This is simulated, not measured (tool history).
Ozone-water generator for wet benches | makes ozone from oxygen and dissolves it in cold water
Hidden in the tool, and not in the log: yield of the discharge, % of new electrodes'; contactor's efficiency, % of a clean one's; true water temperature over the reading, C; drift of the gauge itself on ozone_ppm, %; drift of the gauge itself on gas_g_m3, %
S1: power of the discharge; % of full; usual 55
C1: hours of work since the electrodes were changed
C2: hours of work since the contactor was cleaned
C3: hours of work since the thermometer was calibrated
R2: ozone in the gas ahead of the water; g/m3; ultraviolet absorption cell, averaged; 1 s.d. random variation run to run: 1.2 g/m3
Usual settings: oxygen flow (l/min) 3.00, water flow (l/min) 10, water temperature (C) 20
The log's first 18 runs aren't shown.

Run 19, hour 427.8: usual settings but S1 76 % of full, oxygen flow (l/min) 3.24, water flow (l/min) 11; C1 738; C2 1771; C3 1338. Result: dissolved ozone (ppm) 21.8, R2 257.8 g/m3.
Run 20, hour 447.1: usual settings but S1 76 % of full, oxygen flow (l/min) 3.24, water flow (l/min) 11; C1 751; C2 1784; C3 1352. Result: dissolved ozone (ppm) 21.7, R2 260.6 g/m3.
Run 21, hour 477.1: usual settings but S1 75 % of full, water temperature (C) 15; C1 772; C2 1805; C3 1373. Result: dissolved ozone (ppm) 25.7, R2 266.8 g/m3.
Run 22, hour 499.7: usual settings but S1 75 % of full, water temperature (C) 15; C1 788; C2 1821; C3 1389. Result: dissolved ozone (ppm) 25.7, R2 263.2 g/m3.
Run 23, hour 529.1: usual settings but water temperature (C) 19; C1 809; C2 1842; C3 1410. Result: dissolved ozone (ppm) 19.5, R2 216.1 g/m3.
Run 24, hour 555.4: usual settings but water temperature (C) 19; C1 828; C2 1860; C3 1428. Result: dissolved ozone (ppm) 19.3, R2 214.9 g/m3.
Run 25, hour 576.1: usual settings but water temperature (C) 19; C1 842; C2 1875; C3 1443. Result: dissolved ozone (ppm) 19.4, R2 215.9 g/m3.
Run 26, hour 597.8: usual settings but S1 52 % of full, water flow (l/min) 12; C1 857; C2 1890; C3 1458. Result: dissolved ozone (ppm) 15.3, R2 206.8 g/m3.
Run 27, hour 612.3: usual settings but S1 52 % of full, water flow (l/min) 12; C1 868; C2 1900; C3 1468. Result: dissolved ozone (ppm) 15.6, R2 208.3 g/m3.
Run 28, hour 631.4: usual settings but oxygen flow (l/min) 2.76, water temperature (C) 28; C1 881; C2 1914; C3 1482. Result: dissolved ozone (ppm) 17.0, R2 228.2 g/m3.
Run 29, hour 649.8: usual settings but oxygen flow (l/min) 4.04, water flow (l/min) 8; C1 894; C2 1927; C3 1495. Result: dissolved ozone (ppm) 22.3, R2 182.8 g/m3.
Run 30, hour 675.8: usual settings but oxygen flow (l/min) 4.04, water flow (l/min) 8; C1 912; C2 1945; C3 1513. Result: dissolved ozone (ppm) 22.2, R2 182.8 g/m3.
Run 31, hour 698.7: usual settings but S1 85 % of full, water flow (l/min) 14; C1 928; C2 1961; C3 1529. Result: dissolved ozone (ppm) 18.5, R2 285.9 g/m3.
Run 32, hour 712.6: usual settings but S1 56 % of full, oxygen flow (l/min) 1.86, water flow (l/min) 7, water temperature (C) 24; C1 938; C2 1971; C3 1539. Result: dissolved ozone (ppm) 25.7, R2 283.5 g/m3.
Run 33, hour 729.7: usual settings but S1 85 % of full, oxygen flow (l/min) 3.59, water flow (l/min) 15, water temperature (C) 14; C1 950; C2 1983; C3 1551. Result: dissolved ozone (ppm) 18.9, R2 261.6 g/m3.
Run 34, hour 759.1: usual settings; C1 971; C2 2004; C3 1572. Result: dissolved ozone (ppm) 19.1, R2 217.5 g/m3.

Each row is a separate what-if for the run after 34, all from the same tool condition, not one after another. Results?
Run A, hour 783.4: usual settings but water flow (l/min) 11; C1 988; C2 2021; C3 1589. Result: dissolved ozone (ppm) ?, R2 ?.
Run B, hour 783.4: usual settings but oxygen flow (l/min) 2.15; C1 988; C2 2021; C3 1589. Result: dissolved ozone (ppm) ?, R2 ?.
Run C, hour 783.4: usual settings but oxygen flow (l/min) 1.59, water flow (l/min) 8, water temperature (C) 17; C1 988; C2 2021; C3 1589. Result: dissolved ozone (ppm) ?, R2 ?.

run  dissolved ozone (ppm)     R2
  A                   17.6  215.7
  B                   19.2  255.2
  C                   24.7  306.0
With the hidden condition removed and each run's random variation left untouched, the same runs would have given:
run  dissolved ozone (ppm)     R2
  A                   18.6  220.6
  B                   20.2  261.0
  C                   26.0  313.0

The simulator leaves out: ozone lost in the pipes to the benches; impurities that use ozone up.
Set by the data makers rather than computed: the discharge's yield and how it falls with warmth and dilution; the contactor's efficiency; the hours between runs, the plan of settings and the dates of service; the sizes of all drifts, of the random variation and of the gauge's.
